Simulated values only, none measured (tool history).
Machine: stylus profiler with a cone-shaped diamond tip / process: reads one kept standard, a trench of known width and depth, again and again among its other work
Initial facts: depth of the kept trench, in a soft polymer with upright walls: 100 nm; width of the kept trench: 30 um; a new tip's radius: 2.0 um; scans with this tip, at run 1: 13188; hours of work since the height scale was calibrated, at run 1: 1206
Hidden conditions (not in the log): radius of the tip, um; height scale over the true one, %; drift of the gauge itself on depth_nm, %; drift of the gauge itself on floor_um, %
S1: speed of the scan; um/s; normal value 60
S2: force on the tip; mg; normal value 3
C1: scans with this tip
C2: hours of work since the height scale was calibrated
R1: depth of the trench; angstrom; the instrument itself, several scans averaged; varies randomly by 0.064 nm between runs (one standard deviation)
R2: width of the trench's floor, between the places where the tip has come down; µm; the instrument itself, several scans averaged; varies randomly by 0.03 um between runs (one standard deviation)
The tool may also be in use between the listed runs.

run	day	S1	S2	C1	C2	R1	R2
1	0	60	3	13188	1206	1016.2	28.46
2	1.3	60	1.52	13446	1229	1007.6	28.38
3	2.554	60	1.52	13695	1252	1009.7	28.39
4	3.792	60	1.52	13940	1275	1008.8	28.36
5	5.296	39	3	14239	1302	1016	28.51
6	6.525	60	1.1	14483	1324	1006.9	28.32
7	8.433	60	3	14862	1359	1015.9	28.46
8	10.392	60	3	15251	1395	1014.5	28.4
9	12.3	60	3	15630	1429	1015.9	28.41
10	13.5	60	3	15868	1451	1016.3	28.39
11	14.8	60	3	16126	1475	1015.1	28.44
12	16.817	30	3	16526	1511	1015.4	28.47

For run 13, what comes out?
13	18.638	144	5.54	16888	1544	?	?

R1: 1024.8 angstrom
R2: 28.3 µm
Minus the tool's unlogged condition, the same run would have read R1 1029.3 angstrom, R2 28.52 µm.

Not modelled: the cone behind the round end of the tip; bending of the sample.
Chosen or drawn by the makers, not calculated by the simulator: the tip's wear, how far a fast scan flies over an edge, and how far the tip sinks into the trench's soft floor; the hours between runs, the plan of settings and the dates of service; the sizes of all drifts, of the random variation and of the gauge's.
